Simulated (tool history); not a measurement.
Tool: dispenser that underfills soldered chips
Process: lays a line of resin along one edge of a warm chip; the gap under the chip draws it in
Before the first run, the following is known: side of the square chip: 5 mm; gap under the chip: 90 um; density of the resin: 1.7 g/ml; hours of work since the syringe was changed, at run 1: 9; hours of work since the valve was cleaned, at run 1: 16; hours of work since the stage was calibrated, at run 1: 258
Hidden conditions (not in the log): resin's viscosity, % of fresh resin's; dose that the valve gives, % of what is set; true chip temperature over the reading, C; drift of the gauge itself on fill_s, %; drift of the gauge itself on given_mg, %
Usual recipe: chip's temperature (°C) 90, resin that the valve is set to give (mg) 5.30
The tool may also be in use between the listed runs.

| run | hour | chip's temperature (°C) | resin that the valve is set to give (mg) | hours of work since the syringe was changed | hours of work since the valve was cleaned | hours of work since the stage was calibrated | time until the resin shows at the far edge (s) | resin that the valve gave (mg) |
|---|---|---|---|---|---|---|---|---|
| 1 | 0.0 | 90 | 5.30 | 9 | 16 | 258 | 21.1 | 5.24 |
|  | 2.0 | new syringe of resin |
| 2 | 12.0 | 90 | 5.14 | 7 | 25 | 266 | 19.9 | 5.08 |
|  | 16.2 | new syringe of resin |
| 3 | 25.3 | 90 | 5.22 | 7 | 34 | 276 | 19.5 | 5.03 |
|  | 30.6 | new syringe of resin |
| 4 | 31.5 | 90 | 5.29 | 1 | 39 | 280 | 13.7 | 5.08 |
| 5 | 42.5 | 90 | 5.29 | 9 | 47 | 288 | 21.5 | 5.17 |
|  | 44.8 | new syringe of resin |
| 6 | 55.5 | 90 | 5.28 | 8 | 56 | 297 | 20.2 | 5.08 |
|  | 59.2 | new syringe of resin |
| 7 | 68.6 | 90 | 5.28 | 7 | 65 | 307 | 20.0 | 5.06 |
|  | 73.2 | new syringe of resin |
| 8 | 80.9 | 90 | 4.64 | 6 | 74 | 316 | 18.9 | 4.41 |
|  | 87.6 | new syringe of resin |
| 9 | 88.5 | 90 | 4.64 | 1 | 79 | 321 | 15.8 | 4.33 |
| 10 | 96.5 | 90 | 4.64 | 7 | 85 | 327 | 20.0 | 4.38 |
|  | 101.6 | new syringe of resin |
| 11 | 103.1 | 90 | 4.64 | 1 | 90 | 331 | 15.5 | 4.36 |
|  | 115.9 | new syringe of resin |
| 12 | 115.9 | 90 | 4.64 | 0 | 99 | 340 | 14.2 | 4.38 |
|  | 119.4 | dispensing valve cleaned and set on the balance |
| 13 | 129.8 | 90 | 4.64 | 9 | 8 | 350 | 22.1 | 4.64 |
|  | 131.8 | new syringe of resin |
| 14 | 136.7 | 90 | 4.64 | 4 | 12 | 355 | 17.2 | 4.55 |
| 15 | 143.7 | 90 | 6.80 | 9 | 17 | 360 | 20.5 | 6.72 |
|  | 145.6 | new syringe of resin |
|  | 152.9 | stage's temperature calibrated |
| 16 | 153.2 | 90 | 6.80 | 5 | 23 | 0 | 15.8 | 6.73 |
| 17 | 159.8 | 90 | 6.80 | 10 | 28 | 5 | 21.5 | 6.68 |
|  | 161.3 | new syringe of resin |
| 18 | 170.7 | 90 | 6.80 | 7 | 36 | 13 | 17.8 | 6.69 |
|  | 176.2 | new syringe of resin |
| 19 | 178.5 | 78 | 5.77 | 2 | 41 | 18 | 22.2 | 5.60 |
| 20 | 189.0 | 80 | 5.30 | 9 | 49 | 26 | 31.9 | 5.08 |
|  | 190.0 | new syringe of resin |
| 21 | 195.7 | 101 | 6.13 | 4 | 54 | 31 | 10.8 | 5.89 |
|  | 204.4 | new syringe of resin |
| 22 | 204.4 | 101 | 6.13 | 0 | 60 | 37 | 8.4 | 5.96 |
| 23 | 210.2 | 79 | 6.49 | 4 | 64 | 41 | 23.4 | 6.26 |
|  | 218.8 | new syringe of resin |
| 24 | 223.5 | 99 | 4.76 | 3 | 74 | 50 | 12.3 | 4.47 |
| 25 | 232.1 | 99 | 4.76 | 10 | 80 | 57 | 16.7 | 4.52 |
|  | 233.0 | new syringe of resin |
| 26 | 240.3 | 84 | 6.60 | 5 | 86 | 62 | 20.6 | 6.24 |
|  | 247.5 | new syringe of resin |
| 27 | 251.5 | 96 | 5.33 | 3 | 94 | 70 | 13.1 | 4.98 |
| 28 | 257.1 | 104 | 5.12 | 7 | 98 | 74 | 11.9 | 4.78 |
|  | 262.0 | dispensing valve cleaned and set on the balance |
|  | 263.3 | new syringe of resin |
| 29 | 269.4 | 90 | 5.85 | 4 | 5 | 82 | 16.6 | 5.91 |
|  | 277.4 | new syringe of resin |
| 30 | 277.4 | 90 | 5.85 | 0 | 11 | 88 | 12.7 | 5.78 |
| 31 | 288.6 | 103 | 5.30 | 8 | 19 | 96 | 13.2 | 5.18 |
|  | 291.8 | new syringe of resin |
| 32 | 295.7 | 90 | 4.60 | 3 | 24 | 101 | 16.2 | 4.51 |
|  | 306.1 | new syringe of resin |
| 33 | 307.5 | 75 | 6.31 | 1 | 32 | 109 | 23.7 | 6.20 |
| 34 | 318.6 | 75 | 6.31 | 9 | 40 | 118 | 36.7 | 6.04 |
|  | 320.7 | new syringe of resin |
| 35 | 328.6 | 75 | 6.31 | 6 | 47 | 125 | 30.6 | 6.10 |

Predict each of these 3 candidate next runs independently; none follows another, all start after run 35:
|  | 334.5 | new syringe of resin |
| A | 334.5 | 77 | 6.86 | 0 | 51 | 129 | ? | ? |
|  | 334.5 | new syringe of resin |
| B | 334.5 | 94 | 5.30 | 0 | 51 | 129 | ? | ? |
|  | 334.5 | new syringe of resin |
| C | 334.5 | 83 | 4.53 | 0 | 51 | 129 | ? | ? |

| run | time until the resin shows at the far edge (s) | resin that the valve gave (mg) |
|---|---|---|
| A | 20.6 | 6.67 |
| B | 11.3 | 5.15 |
| C | 18.2 | 4.39 |
Stripped of hidden state, with their random variation kept, the same runs would have yielded:
| run | time until the resin shows at the far edge (s) | resin that the valve gave (mg) |
|---|---|---|
| A | 19.8 | 6.91 |
| B | 10.9 | 5.33 |
| C | 17.3 | 4.55 |

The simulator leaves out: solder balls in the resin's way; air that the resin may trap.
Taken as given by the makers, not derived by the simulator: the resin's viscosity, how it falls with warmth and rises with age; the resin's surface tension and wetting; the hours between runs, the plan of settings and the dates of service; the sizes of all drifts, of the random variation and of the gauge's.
